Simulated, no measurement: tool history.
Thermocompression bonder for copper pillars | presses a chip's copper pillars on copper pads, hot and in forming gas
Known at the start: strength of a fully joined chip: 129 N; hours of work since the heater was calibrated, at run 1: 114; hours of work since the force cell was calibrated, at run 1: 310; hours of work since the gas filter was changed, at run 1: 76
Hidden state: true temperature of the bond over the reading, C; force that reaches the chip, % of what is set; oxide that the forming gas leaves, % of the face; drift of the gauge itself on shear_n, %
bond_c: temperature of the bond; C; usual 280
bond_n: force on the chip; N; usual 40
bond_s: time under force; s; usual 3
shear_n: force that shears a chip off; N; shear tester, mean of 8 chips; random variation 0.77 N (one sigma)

| run | day | bond_c | bond_n | bond_s | hours of work since the heater was calibrated | hours of work since the force cell was calibrated | hours of work since the gas filter was changed | shear_n |
|---|---|---|---|---|---|---|---|---|
| 1 | 0.000 | 280 | 40 | 3 | 114 | 310 | 76 | 53.8 |
| 2 | 0.279 | 280 | 40 | 3 | 117 | 314 | 79 | 53.6 |
| 3 | 0.538 | 280 | 40 | 3 | 121 | 317 | 82 | 53.7 |
| 4 | 0.746 | 280 | 40 | 3 | 123 | 320 | 85 | 52.6 |
| 5 | 1.104 | 280 | 40 | 3 | 128 | 324 | 90 | 52.5 |
| 6 | 1.329 | 280 | 40 | 3 | 131 | 327 | 92 | 53.8 |
| 7 | 1.562 | 280 | 40 | 3 | 134 | 330 | 95 | 52.9 |
| 8 | 1.875 | 280 | 40 | 4 | 138 | 334 | 99 | 58.6 |
| 9 | 2.083 | 280 | 26 | 3 | 140 | 337 | 102 | 41.7 |
|  | 2.238 | forming gas filter changed |
| 10 | 2.442 | 280 | 26 | 3 | 144 | 341 | 3 | 45.3 |
| 11 | 2.733 | 280 | 26 | 3 | 148 | 344 | 6 | 45.2 |
| 12 | 3.000 | 280 | 41 | 3 | 152 | 348 | 10 | 57.8 |
| 13 | 3.171 | 280 | 40 | 3 | 154 | 350 | 12 | 56.8 |
| 14 | 3.342 | 280 | 40 | 3 | 156 | 352 | 14 | 57.8 |
| 15 | 3.588 | 280 | 40 | 3 | 159 | 355 | 17 | 56.9 |
| 16 | 3.742 | 284 | 40 | 3 | 161 | 357 | 19 | 60.2 |
| 17 | 3.921 | 300 | 34 | 3 | 163 | 359 | 21 | 67.3 |
| 18 | 4.112 | 300 | 34 | 3 | 166 | 362 | 24 | 67.8 |
| 19 | 4.267 | 265 | 46 | 3 | 167 | 364 | 26 | 49.0 |
| 20 | 4.492 | 259 | 35 | 2 | 170 | 367 | 28 | 31.8 |
|  | 4.604 | heater calibrated with a thermocouple chip |
| 21 | 4.817 | 288 | 45 | 5 | 3 | 370 | 32 | 77.3 |
| 22 | 4.979 | 288 | 45 | 5 | 5 | 372 | 34 | 77.5 |
| 23 | 5.275 | 268 | 46 | 3 | 8 | 375 | 37 | 49.2 |
| 24 | 5.542 | 269 | 36 | 4 | 12 | 379 | 41 | 49.5 |
| 25 | 5.846 | 280 | 50 | 4 | 16 | 383 | 44 | 68.4 |
| 26 | 6.133 | 280 | 50 | 4 | 19 | 386 | 48 | 67.8 |
|  | 6.317 | heater calibrated with a thermocouple chip, once more |
| 27 | 6.454 | 280 | 50 | 4 | 2 | 389 | 51 | 69.5 |
| 28 | 6.717 | 255 | 53 | 7 | 5 | 393 | 54 | 62.8 |
| 29 | 6.888 | 286 | 51 | 3 | 7 | 395 | 57 | 68.4 |
| 30 | 7.158 | 286 | 51 | 3 | 11 | 398 | 60 | 68.8 |
| 31 | 7.400 | 286 | 51 | 3 | 14 | 401 | 63 | 67.9 |
| 32 | 7.671 | 286 | 51 | 3 | 17 | 405 | 66 | 70.2 |

5 ways to go on from here, each from the tool as it stands after run 32. What would each give?
| A | 7.900 | 279 | 43 | 3 | 20 | 408 | 69 | ? |
| B | 7.900 | 286 | 46 | 3 | 20 | 408 | 69 | ? |
| C | 7.900 | 301 | 51 | 3 | 20 | 408 | 69 | ? |
| D | 7.900 | 299 | 51 | 6 | 20 | 408 | 69 | ? |
| E | 7.900 | 280 | 34 | 2 | 20 | 408 | 69 | ? |

| run | shear_n |
|---|---|
| A | 57.5 |
| B | 65.1 |
| C | 81.0 |
| D | 94.1 |
| E | 44.7 |
Without the tool's hidden state the same runs would have given:
| run | shear_n |
|---|---|
| A | 59.8 |
| B | 67.8 |
| C | 84.5 |
| D | 98.2 |
| E | 46.5 |
